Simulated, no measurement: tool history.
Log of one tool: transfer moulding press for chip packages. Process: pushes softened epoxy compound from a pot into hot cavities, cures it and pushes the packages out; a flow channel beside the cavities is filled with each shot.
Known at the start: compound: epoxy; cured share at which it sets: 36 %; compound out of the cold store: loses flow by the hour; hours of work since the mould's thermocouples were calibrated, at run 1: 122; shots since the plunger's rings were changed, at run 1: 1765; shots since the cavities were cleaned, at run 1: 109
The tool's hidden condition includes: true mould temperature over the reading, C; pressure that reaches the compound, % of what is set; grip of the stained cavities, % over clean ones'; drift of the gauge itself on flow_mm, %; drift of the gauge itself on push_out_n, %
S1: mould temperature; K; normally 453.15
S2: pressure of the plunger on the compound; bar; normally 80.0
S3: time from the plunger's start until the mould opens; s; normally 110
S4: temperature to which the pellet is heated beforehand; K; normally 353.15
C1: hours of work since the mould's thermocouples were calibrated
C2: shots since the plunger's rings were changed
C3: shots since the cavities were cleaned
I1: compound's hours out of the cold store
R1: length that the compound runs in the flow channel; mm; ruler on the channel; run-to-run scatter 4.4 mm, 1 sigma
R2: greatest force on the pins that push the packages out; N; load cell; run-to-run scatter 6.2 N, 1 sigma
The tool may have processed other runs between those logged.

run     day      S1    S2   S3      S4   C1    C2   C3    I1   R1   R2
  1   0.000  453.15  80.0  110  353.15  122  1765  109  31.1  645  269
  2   1.325  453.15  80.0  110  353.15  144  2135  479  47.6  573  333
      1.712  -- cavities cleaned with cleaning compound and waxed
      3.142  -- plunger's sealing rings changed
  3   3.425  453.15  80.0  110  353.15  175    78  448  34.4  649  330
      4.012  -- cavities cleaned with cleaning compound and waxed
  4   5.238  453.15  80.0  110  353.15  203   566  341  38.7  620  305
      6.200  -- cavities cleaned with cleaning compound and waxed
  5   7.350  453.15  80.0  110  353.15  236  1137  321  18.0  704  312
      8.283  -- cavities cleaned with cleaning compound and waxed
  6   9.100  453.15  80.0  110  353.15  263  1607  228  17.6  703  296
  7  10.029  453.15  80.0  110  354.15  278  1866  487  24.3  677  318
     10.367  -- cavities cleaned with cleaning compound and waxed
  8  11.583  453.15  80.0  110  353.15  302  2281  339  25.3  662  316
     12.446  -- cavities cleaned with cleaning compound and waxed
     12.875  -- plunger's sealing rings changed
  9  13.362  453.15  80.0  110  353.15  328   135  226  26.6  677  281
     14.667  -- cavities cleaned with cleaning compound and waxed
 10  15.346  450.15  80.0  110  353.15  359   670  189  16.8  727  325
     16.808  -- cavities cleaned with cleaning compound and waxed
 11  17.196  453.15  80.0  110  353.15  388  1168  108  14.1  714  275
     18.908  -- cavities cleaned with cleaning compound and waxed
 12  19.067  453.15  80.0  110  353.15  417  1672   45  34.4  630  254
 13  20.517  456.15  80.0  110  353.15  440  2076  449  33.6  625  304
     21.038  -- cavities cleaned with cleaning compound and waxed
 14  22.121  452.15  78.2  126  356.15  465  2504  301  45.9  570  290
     22.567  -- plunger's sealing rings changed
     23.229  -- cavities cleaned with cleaning compound and waxed
 15  23.825  452.15  78.2  126  356.15  490   333  166  30.2  652  260
 16  24.775  452.15  78.2  126  356.15  505   597  430  14.5  729  306
     25.412  -- cavities cleaned with cleaning compound and waxed
 17  26.200  453.15  76.3  110  356.15  527   976  218  28.8  649  294
 18  27.096  453.15  84.2  110  356.15  541  1226  468  32.8  652  331
     27.496  -- cavities cleaned with cleaning compound and waxed
 19  28.754  453.15  84.2  110  356.15  567  1671  351  27.5  677  313
     29.625  -- cavities cleaned with cleaning compound and waxed
 20  29.642  460.15  80.0  101  356.15  580  1901    5  41.0  586  221
     30.562  -- mould's thermocouples calibrated
 21  31.371  459.15  66.0  110  353.15   13  2359  463  33.2  560  312
     31.804  -- cavities cleaned with cleaning compound and waxed
     32.508  -- plunger's sealing rings changed
 22  33.229  459.15  66.0  110  353.15   40   201  367  18.7  628  294
     34.017  -- cavities cleaned with cleaning compound and waxed
 23  34.167  459.15  66.0  110  353.15   54   445   42  18.9  624  227
 24  35.346  456.15  66.0  110  343.15   73   773  370  44.0  544  287
     36.142  -- cavities cleaned with cleaning compound and waxed
 25  36.979  447.15  94.9  110  353.15   99  1211  234  37.6  702  365
     38.254  -- cavities cleaned with cleaning compound and waxed
 26  38.254  447.15  72.6  110  362.15  118  1548    0  39.6  602  291

Below are 4 alternative next runs, each starting from the tool's condition after run 26. Predict each:
  A  40.154  460.15  80.0  147  353.15  149  2077  529  45.9   ?   ?
  B  40.154  447.15  98.7  110  362.15  149  2077  529  43.9   ?   ?
  C  40.154  445.15  72.6  110  353.15  149  2077  529  27.5   ?   ?
  D  40.154  452.15  80.0  132  356.15  149  2077  529   9.0   ?   ?

run   R1   R2
  A  565  306
  B  664  421
  C  656  517
  D  745  317
Without the tool's unlogged condition, the same runs would have read:
run   R1   R2
  A  582  209
  B  684  290
  C  675  359
  D  767  220
